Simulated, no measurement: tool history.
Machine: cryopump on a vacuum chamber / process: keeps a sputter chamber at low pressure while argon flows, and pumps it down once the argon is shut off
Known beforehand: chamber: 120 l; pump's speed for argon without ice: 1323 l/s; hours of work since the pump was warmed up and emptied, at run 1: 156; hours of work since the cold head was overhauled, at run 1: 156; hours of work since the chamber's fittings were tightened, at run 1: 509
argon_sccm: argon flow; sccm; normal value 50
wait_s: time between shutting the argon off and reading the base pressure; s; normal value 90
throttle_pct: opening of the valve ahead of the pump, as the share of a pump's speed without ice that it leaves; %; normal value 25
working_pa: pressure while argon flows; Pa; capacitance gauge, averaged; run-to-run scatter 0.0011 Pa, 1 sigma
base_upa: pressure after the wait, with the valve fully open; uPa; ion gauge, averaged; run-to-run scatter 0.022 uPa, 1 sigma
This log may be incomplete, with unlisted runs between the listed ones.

run	day	argon_sccm	wait_s	throttle_pct	hours of work since the pump was warmed up and emptied	hours of work since the cold head was overhauled	hours of work since the chamber's fittings were tightened	working_pa	base_upa
1	0.000	50	90	25	156	156	509	0.2665	1.16
2	0.671	50	90	25	170	170	523	0.2666	1.27
3	1.446	50	90	25	186	186	539	0.2699	1.23
4	2.567	33	90	25	209	209	561	0.1782	1.28
5	3.671	33	90	25	231	231	584	0.1796	1.36
6	4.233	33	90	25	243	243	595	0.1796	1.36
7	5.396	33	69	25	266	266	619	0.1792	1.53
8	6.404	33	69	25	287	287	640	0.1819	1.58
9	7.475	37	90	25	308	308	661	0.2054	1.46
10	8.442	37	90	25	328	328	681	0.2058	1.54
# day 9.742: pump warmed up, emptied and cooled again
11	9.883	50	90	15	3	353	706	0.4278	1.30
12	10.658	50	219	25	19	369	722	0.2590	1.13
13	11.275	50	219	25	31	381	734	0.2568	1.16
14	11.950	50	219	25	45	395	748	0.2573	1.11
15	12.608	50	219	25	58	409	761	0.2610	1.22
16	13.850	50	90	25	84	434	787	0.2622	1.43
17	15.108	50	90	25	109	459	812	0.2632	1.45
18	15.750	50	90	25	122	473	825	0.2625	1.45
19	16.796	50	90	25	144	494	847	0.2635	1.50
20	17.812	50	90	25	164	514	867	0.2641	1.57
21	18.871	42	198	56	186	536	889	0.1044	1.46
22	19.742	42	198	56	203	554	907	0.1056	1.48
23	20.854	26	198	51	226	576	929	0.0708	1.51
24	21.983	66	51	25	249	599	952	0.3561	2.00
25	23.138	68	90	25	272	623	976	0.3681	1.79
26	23.912	48	36	23	288	639	991	0.2839	2.35
27	24.779	48	36	23	306	656	1009	0.2840	2.44
28	26.021	48	36	23	331	681	1034	0.2873	2.53
# day 27.175: pump warmed up, emptied and cooled again
29	27.417	48	36	23	5	706	1059	0.2663	2.15
30	28.488	48	36	23	27	727	1080	0.2666	2.13
31	29.617	67	203	52	50	750	1103	0.1679	1.55
32	30.225	96	151	52	62	763	1116	0.2435	1.60
33	31.325	96	151	52	84	785	1138	0.2449	1.68
34	31.908	96	151	52	96	797	1150	0.2462	1.57
35	33.038	96	151	52	119	820	1173	0.2472	1.76

Hidden state at the last listed run before each entry between runs and at the first one after, where it differs:
After run 10, before run 11: pump warmed up, emptied and cooled again (day 9.742)
  pump's speed, % of a pump's without ice: 74 -> 99.4; leak into the chamber, uPa l/s: 1195 -> 1227
  what was measured, less what the result would be without the hidden state, working_pa: +0.0170 -> +0.0008 Pa; base_upa: +0.99 -> +0.72 uPa
After run 28, before run 29: pump warmed up, emptied and cooled again (day 27.175)
  pump's speed, % of a pump's without ice: 76.3 -> 99.2; cold plate's temperature, K: 12.39 -> 12.4; leak into the chamber, uPa l/s: 1640 -> 1670
  what was measured, less what the result would be without the hidden state, working_pa: +0.0197 -> +0.0010 Pa; base_upa: +1.44 -> +1.08 uPa

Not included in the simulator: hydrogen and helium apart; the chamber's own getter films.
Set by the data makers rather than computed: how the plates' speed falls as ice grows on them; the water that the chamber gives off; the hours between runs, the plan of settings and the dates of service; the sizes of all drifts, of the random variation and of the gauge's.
